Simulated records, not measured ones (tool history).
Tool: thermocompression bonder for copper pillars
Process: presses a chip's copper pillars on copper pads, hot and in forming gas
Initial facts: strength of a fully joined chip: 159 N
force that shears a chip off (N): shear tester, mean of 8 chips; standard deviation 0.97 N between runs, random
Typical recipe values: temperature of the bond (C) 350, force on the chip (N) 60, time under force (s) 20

run	hour	temperature of the bond (C)	force on the chip (N)	time under force (s)	force that shears a chip off (N)
1	0.0	350	60	20	72.0
# hour 65.0: heater calibrated with a thermocouple chip
2	66.7	350	60	20	80.5
3	136.5	350	60	20	79.8
4	188.2	350	52	20	72.1
5	242.8	350	60	20	76.9
6	289.1	350	60	20	75.7
7	348.5	350	60	20	74.8
8	389.2	350	60	20	73.3
9	443.7	350	60	20	72.2
# hour 457.4: force cell calibrated
10	511.1	350	60	21	74.7
# hour 527.6: forming gas filter changed
11	568.4	350	60	20	78.2
12	598.7	350	60	20	77.2
13	667.5	350	60	20	75.5
14	734.4	350	60	20	73.7
15	776.0	350	60	20	74.2
16	818.1	345	37	20	51.0
17	859.5	345	73	50	101.6
18	897.6	324	76	20	60.9
19	928.2	324	81	52	84.4
20	961.6	324	81	52	83.6
21	990.2	324	81	52	83.7
22	1022.0	351	78	12	66.8
23	1057.7	335	60	12	45.3
# hour 1091.1: forming gas filter changed
24	1093.5	335	60	12	49.9
25	1148.1	335	60	12	50.7
26	1214.9	350	67	20	76.9
27	1249.6	350	67	20	76.7
# hour 1298.7: heater calibrated with a thermocouple chip
28	1319.8	350	67	20	86.0
29	1387.2	370	60	31	106.5

Consider 3 possible next runs. They are alternatives, not a sequence: every one starts from the tool as it was left by run 29. What does each give?
A	1420.5	350	60	17	?
B	1420.5	350	53	20	?
C	1420.5	323	59	31	?

run	force that shears a chip off (N)
A	71.8
B	71.9
C	64.7
The same runs, with their run-to-run variation unchanged, on a tool lacking any hidden condition would have given:
run	force that shears a chip off (N)
A	77.7
B	77.9
C	70.1
